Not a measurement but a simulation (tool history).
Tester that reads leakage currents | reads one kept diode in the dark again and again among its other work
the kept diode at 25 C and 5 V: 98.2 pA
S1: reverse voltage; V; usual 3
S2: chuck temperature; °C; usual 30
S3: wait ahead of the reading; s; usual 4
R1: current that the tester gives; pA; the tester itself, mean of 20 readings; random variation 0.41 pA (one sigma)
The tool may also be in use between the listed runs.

run    hour    S1  S2    S3       R1
  1       0     3  30     4   134.81
  2     120     3  30     4   134.81
  3   203.8     3  60     4   1778.5
  4   319.5  7.66  60     4  2411.66
      369.6  -- tester calibrated
  5   395.4  7.66  60     4  2429.11
      486.7  -- probe card cleaned and baked
  6   493.5  7.66  60     4  2430.31
  7   595.7  7.66  60     4  2429.03
  8   678.1  7.66  60     4   2429.2
  9   733.1     3  30     4   134.77
 10   796.3     3  30     4   134.42
 11   897.9     3  30     4   133.98
 12     975     3  32     4    163.3
 13  1082.4     3  32     4   162.13
 14  1173.5     3  32     4      163
 15  1265.7     3  32     4   162.02
 16  1351.2     3  30  0.48   135.71
 17  1410.6     3  30  0.48   135.08
 18  1476.2     3  30  1.56   135.05
     1516.1  -- chuck's temperature calibrated
 19  1554.9     3  30  1.56   134.19
 20  1664.2     3  30  1.56   134.68
 21  1737.1  2.45  45  0.42   485.41
 22    1797  4.71  45  0.42   604.31
 23  1876.9  8.53  32  0.79   231.61
 24  1998.7     3  27     4   100.62
 25  2121.2   3.3  42  0.42   415.47

The next listed run, before its measurement:
 26  2174.9   3  49  0.58   ?

R1: 728.4 pA
Without the tool's hidden state the same run would have given R1 727.95 pA.
